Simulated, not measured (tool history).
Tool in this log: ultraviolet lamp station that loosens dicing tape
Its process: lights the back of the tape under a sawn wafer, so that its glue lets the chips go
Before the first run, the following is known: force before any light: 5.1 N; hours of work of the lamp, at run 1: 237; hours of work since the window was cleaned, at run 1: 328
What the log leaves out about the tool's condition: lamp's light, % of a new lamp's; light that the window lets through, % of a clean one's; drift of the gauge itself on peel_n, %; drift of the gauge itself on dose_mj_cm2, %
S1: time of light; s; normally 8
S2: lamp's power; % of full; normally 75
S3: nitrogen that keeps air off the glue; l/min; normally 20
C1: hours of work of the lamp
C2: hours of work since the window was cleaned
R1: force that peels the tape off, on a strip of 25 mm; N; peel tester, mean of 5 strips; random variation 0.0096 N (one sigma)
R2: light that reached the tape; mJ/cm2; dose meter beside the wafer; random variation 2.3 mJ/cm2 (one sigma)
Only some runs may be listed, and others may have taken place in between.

run,hour,S1,S2,S3,C1,C2,R1,R2
1,0.0,8,75,20,237,328,0.473,197
2,13.9,8,78,20,243,333,0.480,206
3,24.9,8,75,20,248,338,0.513,196
4,40.6,8,75,20,254,344,0.513,195
5,58.7,8,75,20,261,352,0.509,192
6,69.1,8,75,20,266,356,0.512,192
7,77.1,8,75,10,269,359,0.768,193
8,92.0,8,75,20,275,365,0.520,193
9,103.1,8,75,26,280,370,0.424,191
10,117.6,8,75,26,286,376,0.448,194
11,125.3,8,86,26,289,379,0.340,219
12,141.2,8,75,20,295,386,0.505,192
13,156.8,8,95,20,302,392,0.327,245
14,166.7,8,73,20,306,396,0.541,187
15,181.1,9,75,20,312,402,0.419,215
16,190.0,9,75,20,315,406,0.427,215
17,197.6,9,75,20,319,409,0.415,212
18,214.9,8,63,20,326,416,0.744,160
19,233.1,9,73,20,333,423,0.446,208
20,249.4,9,73,20,340,430,0.427,206
21,258.0,4,67,33,343,434,1.497,86
22,275.0,4,86,33,350,441,1.081,109
23,286.6,4,86,33,355,445,1.065,107
24,297.6,5,75,20,360,450,1.166,116
25,315.6,5,69,20,367,457,1.280,105
# hour 323.5: window cleaned of glue's vapour
26,333.0,5,63,7,374,4,1.993,105
27,351.4,5,63,7,382,11,2.036,109
28,363.1,11,92,15,387,16,0.220,333
29,381.5,11,92,15,394,24,0.223,332
30,394.3,12,65,32,399,29,0.236,256
31,410.0,7,82,7,406,36,1.001,190
32,418.5,12,65,8,409,39,0.535,257
33,429.8,6,78,16,414,44,0.895,153
34,446.0,9,78,8,421,50,0.645,228
35,455.5,9,75,24,425,54,0.346,220
36,471.2,10,78,13,431,61,0.407,254

Forecast each of these 4 alternatives for the next run:
A,479.8,13,68,15,435,64,?,?
B,479.8,11,64,36,435,64,?,?
C,479.8,10,97,13,435,64,?,?
D,479.8,10,74,23,435,64,?,?

run,R1,R2
A,0.304,284
B,0.279,228
C,0.274,314
D,0.314,236
Without the tool's hidden state the same runs would have given:
run,R1,R2
A,0.253,316
B,0.232,253
C,0.229,350
D,0.259,263
